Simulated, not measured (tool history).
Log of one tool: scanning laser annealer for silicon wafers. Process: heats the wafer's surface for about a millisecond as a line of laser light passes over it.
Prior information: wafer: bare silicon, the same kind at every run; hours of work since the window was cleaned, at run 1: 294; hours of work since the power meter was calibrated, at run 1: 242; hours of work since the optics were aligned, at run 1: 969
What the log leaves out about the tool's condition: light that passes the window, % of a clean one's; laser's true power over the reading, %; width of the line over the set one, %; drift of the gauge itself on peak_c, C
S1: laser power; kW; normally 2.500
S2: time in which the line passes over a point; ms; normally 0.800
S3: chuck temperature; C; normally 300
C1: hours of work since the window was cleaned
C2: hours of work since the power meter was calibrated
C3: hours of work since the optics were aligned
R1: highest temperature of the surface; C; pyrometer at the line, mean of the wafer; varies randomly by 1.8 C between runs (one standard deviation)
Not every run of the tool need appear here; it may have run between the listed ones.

| run | hour | S1 | S2 | S3 | C1 | C2 | C3 | R1 |
|---|---|---|---|---|---|---|---|---|
| 1 | 0.0 | 2.500 | 0.800 | 300 | 294 | 242 | 969 | 998 |
| 2 | 9.2 | 2.500 | 0.800 | 300 | 301 | 249 | 976 | 1001 |
| 3 | 17.6 | 2.500 | 0.800 | 300 | 307 | 255 | 981 | 998 |
| 4 | 31.3 | 2.500 | 0.800 | 300 | 316 | 264 | 991 | 1000 |
| 5 | 37.1 | 2.500 | 0.800 | 300 | 320 | 268 | 995 | 1001 |
| 6 | 46.3 | 2.676 | 0.969 | 300 | 327 | 275 | 1001 | 1125 |
|  | 49.5 | window over the wafer cleaned |
| 7 | 59.4 | 2.676 | 0.969 | 300 | 7 | 282 | 1009 | 1119 |
|  | 72.0 | window over the wafer cleaned, once more |
| 8 | 72.0 | 2.260 | 0.969 | 271 | 0 | 290 | 1016 | 975 |
| 9 | 78.6 | 2.260 | 0.969 | 271 | 5 | 294 | 1021 | 974 |

Estimate the outcome of run 10 from the log above:
| 10 | 87.1 | 2.626 | 0.608 | 301 | 11 | 300 | 1027 | ? |

Run 10 measured R1 972 C.
The same run, on a tool lacking any hidden state, would have yielded R1 977 C.
